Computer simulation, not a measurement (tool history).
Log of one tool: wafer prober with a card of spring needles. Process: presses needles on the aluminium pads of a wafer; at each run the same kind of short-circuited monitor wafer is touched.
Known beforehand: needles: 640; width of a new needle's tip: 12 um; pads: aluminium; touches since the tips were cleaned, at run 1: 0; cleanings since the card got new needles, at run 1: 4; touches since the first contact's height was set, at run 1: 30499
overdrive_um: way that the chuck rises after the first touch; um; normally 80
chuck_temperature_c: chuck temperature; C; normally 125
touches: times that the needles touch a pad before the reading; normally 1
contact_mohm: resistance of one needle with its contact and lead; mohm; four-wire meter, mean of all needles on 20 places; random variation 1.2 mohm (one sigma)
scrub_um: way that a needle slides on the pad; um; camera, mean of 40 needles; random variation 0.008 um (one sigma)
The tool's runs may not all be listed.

run,hour,overdrive_um,chuck_temperature_c,touches,touches since the tips were cleaned,cleanings since the card got new needles,touches since the first contact's height was set,contact_mohm,scrub_um
1,0,80,125,1,0,4,30499,256,9.637
# hour 25.7: tips cleaned on abrasive film
2,34,80,125,1,2269,5,39814,267,9.635
# hour 51: tips cleaned on abrasive film
3,51,80,125,1,0,6,44463,252,9.62
# hour 77.5: tips cleaned on abrasive film
4,80.5,80,125,1,834,7,52566,259,9.62
# hour 102.4: tips cleaned on abrasive film
5,108.4,80,125,1,1641,8,60188,265,9.617
# hour 128: tips cleaned on abrasive film
6,135.2,80,125,2,1960,9,67529,259,9.61
# hour 155.6: tips cleaned on abrasive film
7,168.4,80,125,2,3527,10,76639,265,9.61
# hour 181.8: tips cleaned on abrasive film
8,189.4,80,125,2,2078,11,82388,257,9.6
# hour 207.2: tips cleaned on abrasive film
9,210.8,80,125,2,1003,12,88257,258,9.599
# hour 233.7: tips cleaned on abrasive film
10,242.3,80,125,1,2365,13,96882,266,9.583
# hour 260.4: tips cleaned on abrasive film
11,274.6,80,125,1,3918,14,105739,270,9.579
# hour 286.5: tips cleaned on abrasive film
12,300.9,80,125,1,3975,15,112956,268,9.577
# hour 312.5: tips cleaned on abrasive film
13,323.9,80,125,1,3127,16,119245,269,9.565
# hour 337.4: tips cleaned on abrasive film
14,353.5,80,58,1,4430,17,127359,255,9.562
# hour 364.4: tips cleaned on abrasive film
15,371.1,80,125,1,1836,18,132157,263,9.557
# hour 391.4: tips cleaned on abrasive film
16,401.8,80,125,1,2860,19,140575,268,9.56
# hour 416.5: tips cleaned on abrasive film
17,429.9,80,125,1,3668,20,148276,271,9.535
# hour 443: tips cleaned on abrasive film
18,457.5,80,125,1,3995,21,155845,269,9.536
# hour 469.2: tips cleaned on abrasive film
19,482.1,74,44,1,3540,22,162580,247,8.817
# hour 495: tips cleaned on abrasive film
20,503.7,80,41,2,2396,23,168504,239,9.522
# hour 522.8: tips cleaned on abrasive film
21,531.6,70,125,1,2413,24,176135,266,8.325
# hour 549.5: tips cleaned on abrasive film
22,560.9,90,106,1,3141,25,184168,261,10.722
# hour 574.6: tips cleaned on abrasive film
23,579.4,90,106,1,1338,26,189237,254,10.718
# hour 600.7: tips cleaned on abrasive film
24,606.5,84,26,3,1609,27,196658,229,10
# hour 615.5: height of the first contact set anew
# hour 627.5: tips cleaned on abrasive film
25,629.6,84,124,3,596,28,3852,253,10.151
# hour 652.5: tips cleaned on abrasive film
26,663.3,75,58,2,2972,29,13074,244,9.053
# hour 679.5: tips cleaned on abrasive film
27,698,70,29,1,5103,30,22602,250,8.443
# hour 704.7: tips cleaned on abrasive film
# hour 731.1: tips cleaned on abrasive film
28,733.4,70,29,1,644,32,32276,233,8.429
# hour 757.4: tips cleaned on abrasive film
29,759,70,34,2,446,33,39302,233,8.416
30,781.6,80,96,1,6648,33,45504,266,9.628
# hour 783.9: tips cleaned on abrasive film
31,801.8,92,65,1,4916,34,51034,253,11.086
# hour 810: tips cleaned on abrasive film
32,832.2,92,65,1,6125,35,59372,254,11.067

Take each entry between the runs: how does the hidden state at the last listed run before it differ from the hidden state at the first listed run after it?
Run 1 -> run 2: tips cleaned on abrasive film (hour 25.7)
  debris on the tips, nm: 13.6 -> 78; way that the needles fall short of the set height, um: 0.21 -> 0.25; tips' diameter, um: 12.07 -> 12.09
  measured value less the no-hidden-state value, contact_mohm: +3 -> +14 mohm; scrub_um: -0.025 -> -0.03 um
Run 2 -> run 3: tips cleaned on abrasive film (hour 51)
  debris on the tips, nm: 78 -> 7.9; way that the needles fall short of the set height, um: 0.25 -> 0.29; tips' diameter, um: 12.09 -> 12.1
  measured value less the no-hidden-state value, contact_mohm: +14 -> +1 mohm; scrub_um: -0.03 -> -0.035 um
Run 3 -> run 4: tips cleaned on abrasive film (hour 77.5)
  debris on the tips, nm: 7.9 -> 41.6; way that the needles fall short of the set height, um: 0.29 -> 0.33; tips' diameter, um: 12.1 -> 12.12
  measured value less the no-hidden-state value, contact_mohm: +1 -> +7 mohm; scrub_um: -0.035 -> -0.04 um
Run 4 -> run 5: tips cleaned on abrasive film (hour 102.4)
  debris on the tips, nm: 41.6 -> 69.2; way that the needles fall short of the set height, um: 0.33 -> 0.38; tips' diameter, um: 12.12 -> 12.13
  measured value less the no-hidden-state value, contact_mohm: +7 -> +12 mohm; scrub_um: -0.04 -> -0.046 um
Run 5 -> run 6: tips cleaned on abrasive film (hour 128)
  debris on the tips, nm: 69.2 -> 80.2; way that the needles fall short of the set height, um: 0.38 -> 0.44; tips' diameter, um: 12.13 -> 12.15
  measured value less the no-hidden-state value, contact_mohm: +12 -> +8 mohm; scrub_um: -0.046 -> -0.053 um
Run 6 -> run 7: tips cleaned on abrasive film (hour 155.6)
  debris on the tips, nm: 80.2 -> 103; way that the needles fall short of the set height, um: 0.44 -> 0.5; tips' diameter, um: 12.15 -> 12.17
  measured value less the no-hidden-state value, contact_mohm: +8 -> +11 mohm; scrub_um: -0.053 -> -0.06 um
Run 7 -> run 8: tips cleaned on abrasive film (hour 181.8)
  debris on the tips, nm: 103 -> 73.8; way that the needles fall short of the set height, um: 0.5 -> 0.54; tips' diameter, um: 12.17 -> 12.19
  measured value less the no-hidden-state value, contact_mohm: +11 -> +7 mohm; scrub_um: -0.06 -> -0.065 um
Run 8 -> run 9: tips cleaned on abrasive film (hour 207.2)
  debris on the tips, nm: 73.8 -> 52.3; way that the needles fall short of the set height, um: 0.54 -> 0.59; tips' diameter, um: 12.19 -> 12.21
  measured value less the no-hidden-state value, contact_mohm: +7 -> +6 mohm; scrub_um: -0.065 -> -0.071 um
Run 9 -> run 10: tips cleaned on abrasive film (hour 233.7)
  debris on the tips, nm: 52.3 -> 83.7; way that the needles fall short of the set height, um: 0.59 -> 0.62; tips' diameter, um: 12.21 -> 12.22
  measured value less the no-hidden-state value, contact_mohm: +6 -> +15 mohm; scrub_um: -0.071 -> -0.076 um
Run 10 -> run 11: tips cleaned on abrasive film (hour 260.4)
  debris on the tips, nm: 83.7 -> 105.9; way that the needles fall short of the set height, um: 0.62 -> 0.69; tips' diameter, um: 12.22 -> 12.24
  measured value less the no-hidden-state value, contact_mohm: +15 -> +18 mohm; scrub_um: -0.076 -> -0.083 um
Run 11 -> run 12: tips cleaned on abrasive film (hour 286.5)
  debris on the tips, nm: 105.9 -> 104.5; way that the needles fall short of the set height, um: 0.69 -> 0.75; tips' diameter, um: 12.24 -> 12.26
  measured value less the no-hidden-state value, contact_mohm: +18 -> +18 mohm; scrub_um: -0.083 -> -0.091 um
Run 12 -> run 13: tips cleaned on abrasive film (hour 312.5)
  debris on the tips, nm: 104.5 -> 98.7; way that the needles fall short of the set height, um: 0.75 -> 0.79; tips' diameter, um: 12.26 -> 12.28
  measured value less the no-hidden-state value, contact_mohm: +18 -> +17 mohm; scrub_um: -0.091 -> -0.096 um
Run 13 -> run 14: tips cleaned on abrasive film (hour 337.4)
  debris on the tips, nm: 98.7 -> 109.9; way that the needles fall short of the set height, um: 0.79 -> 0.83; tips' diameter, um: 12.28 -> 12.29
  measured value less the no-hidden-state value, contact_mohm: +17 -> +19 mohm; scrub_um: -0.096 -> -0.1 um
Run 14 -> run 15: tips cleaned on abrasive film (hour 364.4)
  debris on the tips, nm: 109.9 -> 66.6; way that the needles fall short of the set height, um: 0.83 -> 0.89; tips' diameter, um: 12.29 -> 12.31
  measured value less the no-hidden-state value, contact_mohm: +19 -> +12 mohm; scrub_um: -0.1 -> -0.108 um
Run 15 -> run 16: tips cleaned on abrasive film (hour 391.4)
  debris on the tips, nm: 66.6 -> 93.2; way that the needles fall short of the set height, um: 0.89 -> 0.93; tips' diameter, um: 12.31 -> 12.33
  measured value less the no-hidden-state value, contact_mohm: +12 -> +16 mohm; scrub_um: -0.108 -> -0.112 um
Run 16 -> run 17: tips cleaned on abrasive film (hour 416.5)
  debris on the tips, nm: 93.2 -> 105.3; way that the needles fall short of the set height, um: 0.93 -> 0.99; tips' diameter, um: 12.33 -> 12.35
  measured value less the no-hidden-state value, contact_mohm: +16 -> +19 mohm; scrub_um: -0.112 -> -0.12 um
Run 17 -> run 18: tips cleaned on abrasive film (hour 443)
  debris on the tips, nm: 105.3 -> 105.9; way that the needles fall short of the set height, um: 0.99 -> 1.04; tips' diameter, um: 12.35 -> 12.36
  measured value less the no-hidden-state value, contact_mohm: +19 -> +18 mohm; scrub_um: -0.12 -> -0.126 um
Run 18 -> run 19: tips cleaned on abrasive film (hour 469.2)
  debris on the tips, nm: 105.9 -> 97.5; way that the needles fall short of the set height, um: 1.04 -> 1.08; tips' diameter, um: 12.36 -> 12.38
  measured value less the no-hidden-state value, contact_mohm: +18 -> +17 mohm; scrub_um: -0.126 -> -0.13 um
Run 19 -> run 20: tips cleaned on abrasive film (hour 495)
  debris on the tips, nm: 97.5 -> 82.5; way that the needles fall short of the set height, um: 1.08 -> 1.12; tips' diameter, um: 12.38 -> 12.39
  measured value less the no-hidden-state value, contact_mohm: +17 -> +8 mohm; scrub_um: -0.13 -> -0.134 um
Run 20 -> run 21: tips cleaned on abrasive film (hour 522.8)
  debris on the tips, nm: 82.5 -> 80.9; way that the needles fall short of the set height, um: 1.12 -> 1.17; tips' diameter, um: 12.39 -> 12.41
  measured value less the no-hidden-state value, contact_mohm: +8 -> +15 mohm; scrub_um: -0.134 -> -0.141 um
Run 21 -> run 22: tips cleaned on abrasive film (hour 549.5)
  debris on the tips, nm: 80.9 -> 93.9; way that the needles fall short of the set height, um: 1.17 -> 1.21; tips' diameter, um: 12.41 -> 12.42
  measured value less the no-hidden-state value, contact_mohm: +15 -> +15 mohm; scrub_um: -0.141 -> -0.146 um
Run 22 -> run 23: tips cleaned on abrasive film (hour 574.6)
  debris on the tips, nm: 93.9 -> 58.9; way that the needles fall short of the set height, um: 1.21 -> 1.26; tips' diameter, um: 12.42 -> 12.44
  measured value less the no-hidden-state value, contact_mohm: +15 -> +9 mohm; scrub_um: -0.146 -> -0.153 um
Run 23 -> run 24: tips cleaned on abrasive film (hour 600.7)
  debris on the tips, nm: 58.9 -> 59.9; way that the needles fall short of the set height, um: 1.26 -> 1.32; tips' diameter, um: 12.44 -> 12.46
  measured value less the no-hidden-state value, contact_mohm: +9 -> +4 mohm; scrub_um: -0.153 -> -0.16 um
Run 24 -> run 25: height of the first contact set anew (hour 615.5); tips cleaned on abrasive film (hour 627.5)
  debris on the tips, nm: 59.9 -> 36.6; way that the needles fall short of the set height, um: 1.32 -> 0.05; tips' diameter, um: 12.46 -> 12.48
  measured value less the no-hidden-state value, contact_mohm: +4 -> +2 mohm; scrub_um: -0.16 -> -0.007 um
Run 25 -> run 26: tips cleaned on abrasive film (hour 652.5)
  debris on the tips, nm: 36.6 -> 97.1; way that the needles fall short of the set height, um: 0.05 -> 0.09; tips' diameter, um: 12.48 -> 12.49
  measured value less the no-hidden-state value, contact_mohm: +2 -> +10 mohm; scrub_um: -0.007 -> -0.011 um
Run 26 -> run 27: tips cleaned on abrasive film (hour 679.5)
  debris on the tips, nm: 97.1 -> 117.2; way that the needles fall short of the set height, um: 0.09 -> 0.14; tips' diameter, um: 12.49 -> 12.51
  measured value less the no-hidden-state value, contact_mohm: +10 -> +22 mohm; scrub_um: -0.011 -> -0.018 um
Run 27 -> run 28: tips cleaned on abrasive film (hour 704.7); tips cleaned on abrasive film (hour 731.1)
  debris on the tips, nm: 117.2 -> 35.6; way that the needles fall short of the set height, um: 0.14 -> 0.24; tips' diameter, um: 12.51 -> 12.55
  measured value less the no-hidden-state value, contact_mohm: +22 -> +7 mohm; scrub_um: -0.018 -> -0.029 um
Run 28 -> run 29: tips cleaned on abrasive film (hour 757.4)
  debris on the tips, nm: 35.6 -> 32.7; way that the needles fall short of the set height, um: 0.24 -> 0.3; tips' diameter, um: 12.55 -> 12.57
  measured value less the no-hidden-state value, contact_mohm: +7 -> +4 mohm; scrub_um: -0.029 -> -0.035 um
Run 30 -> run 31: tips cleaned on abrasive film (hour 783.9)
  debris on the tips, nm: 124 -> 113.6; way that the needles fall short of the set height, um: 0.3 -> 0.35; tips' diameter, um: 12.57 -> 12.58
  measured value less the no-hidden-state value, contact_mohm: +20 -> +18 mohm; scrub_um: -0.036 -> -0.042 um
Run 31 -> run 32: tips cleaned on abrasive film (hour 810)
  debris on the tips, nm: 113.6 -> 123.2; way that the needles fall short of the set height, um: 0.35 -> 0.41; tips' diameter, um: 12.58 -> 12.6
  measured value less the no-hidden-state value, contact_mohm: +18 -> +20 mohm; scrub_um: -0.042 -> -0.049 um
